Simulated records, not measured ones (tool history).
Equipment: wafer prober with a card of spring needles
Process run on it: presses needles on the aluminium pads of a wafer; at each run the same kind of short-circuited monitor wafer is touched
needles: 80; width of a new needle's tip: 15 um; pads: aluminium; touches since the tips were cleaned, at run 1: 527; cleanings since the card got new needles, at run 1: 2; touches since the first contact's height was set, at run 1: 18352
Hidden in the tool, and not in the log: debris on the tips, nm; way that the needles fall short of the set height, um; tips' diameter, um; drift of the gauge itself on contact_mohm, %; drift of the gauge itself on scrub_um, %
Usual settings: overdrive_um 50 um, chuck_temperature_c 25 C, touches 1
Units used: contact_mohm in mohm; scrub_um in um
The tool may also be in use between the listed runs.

| run | hour | overdrive_um | chuck_temperature_c | touches | touches since the tips were cleaned | cleanings since the card got new needles | touches since the first contact's height was set | contact_mohm | scrub_um |
|---|---|---|---|---|---|---|---|---|---|
| 1 | 0 | 50 | 25 | 1 | 527 | 2 | 18352 | 247 | 10.23 |
| 2 | 5.8 | 50 | 25 | 1 | 1398 | 2 | 19223 | 242 | 10.19 |
| 3 | 16.1 | 50 | 25 | 1 | 2930 | 2 | 20755 | 242 | 10.13 |
| 4 | 22.1 | 50 | 25 | 1 | 3836 | 2 | 21661 | 246 | 10.18 |
| 5 | 30.4 | 50 | 31 | 1 | 5076 | 2 | 22901 | 246 | 10.19 |
| 6 | 40.5 | 50 | 25 | 2 | 6575 | 2 | 24400 | 248 | 10.18 |
|  | 50.5 | tips cleaned on abrasive film |
| 7 | 52.5 | 50 | 25 | 2 | 298 | 3 | 26186 | 244 | 10.14 |
| 8 | 60.6 | 50 | 25 | 2 | 1511 | 3 | 27399 | 244 | 10.15 |
| 9 | 73.1 | 50 | 49 | 2 | 3368 | 3 | 29256 | 247 | 10.14 |
| 10 | 81.2 | 50 | 49 | 2 | 4576 | 3 | 30464 | 253 | 10.14 |
| 11 | 92.2 | 50 | 49 | 2 | 6222 | 3 | 32110 | 247 | 10.13 |
| 12 | 103.7 | 50 | 49 | 2 | 7946 | 3 | 33834 | 250 | 10.09 |
|  | 104.4 | tips cleaned on abrasive film |
| 13 | 115.6 | 53 | 49 | 2 | 1663 | 4 | 35592 | 248 | 10.71 |
| 14 | 127 | 53 | 49 | 2 | 3373 | 4 | 37302 | 250 | 10.75 |
| 15 | 132.1 | 53 | 49 | 2 | 4124 | 4 | 38053 | 248 | 10.67 |
| 16 | 137.5 | 53 | 49 | 2 | 4939 | 4 | 38868 | 251 | 10.69 |
| 17 | 147.2 | 35 | 25 | 2 | 6387 | 4 | 40316 | 251 | 7.06 |
|  | 158.6 | tips cleaned on abrasive film |
| 18 | 159.1 | 35 | 25 | 2 | 76 | 5 | 42087 | 247 | 7.06 |
| 19 | 166.3 | 62 | 32 | 2 | 1139 | 5 | 43150 | 245 | 12.48 |
| 20 | 175.5 | 45 | 72 | 2 | 2512 | 5 | 44523 | 260 | 9.08 |
| 21 | 183.3 | 50 | 37 | 2 | 3681 | 5 | 45692 | 248 | 10.08 |
| 22 | 194.3 | 50 | 37 | 2 | 5333 | 5 | 47344 | 245 | 10.03 |
| 23 | 201.5 | 50 | 119 | 1 | 6403 | 5 | 48414 | 266 | 10.06 |
| 24 | 208.7 | 50 | 48 | 2 | 7476 | 5 | 49487 | 251 | 10.08 |
|  | 212.7 | tips cleaned on abrasive film |
| 25 | 219.2 | 39 | 90 | 1 | 968 | 6 | 51041 | 264 | 7.85 |
| 26 | 228.3 | 39 | 90 | 1 | 2330 | 6 | 52403 | 265 | 7.83 |
| 27 | 234.2 | 39 | 76 | 1 | 3207 | 6 | 53280 | 264 | 7.83 |
| 28 | 240.7 | 56 | 63 | 1 | 4180 | 6 | 54253 | 256 | 11.23 |
| 29 | 249.8 | 56 | 63 | 1 | 5546 | 6 | 55619 | 251 | 11.25 |
| 30 | 258 | 68 | 25 | 2 | 6771 | 6 | 56844 | 243 | 13.61 |
| 31 | 264.6 | 68 | 25 | 2 | 7763 | 6 | 57836 | 244 | 13.59 |

Some steps in scrub_um, run to run, broken into two amounts with sign: the step expected even without the hidden condition (settings, incoming material, random variation), and the rest, left for the hidden condition together with whatever gauge scatter is not in both the measured and the hidden-condition-free result:
Run 16 -> 17: overdrive_um 53 -> 35, chuck_temperature_c 49 -> 25. scrub_um -3.63 um: hidden state +0.03, all else -3.66.
Run 18 -> 19: overdrive_um 35 -> 62, chuck_temperature_c 25 -> 32. scrub_um +5.42 um: hidden state -0.07, all else +5.49.
Run 19 -> 20: overdrive_um 62 -> 45, chuck_temperature_c 32 -> 72. scrub_um -3.4 um: hidden state +0.05, all else -3.45.
Run 27 -> 28: overdrive_um 39 -> 56, chuck_temperature_c 76 -> 63. scrub_um +3.4 um: hidden state -0.07, all else +3.47.
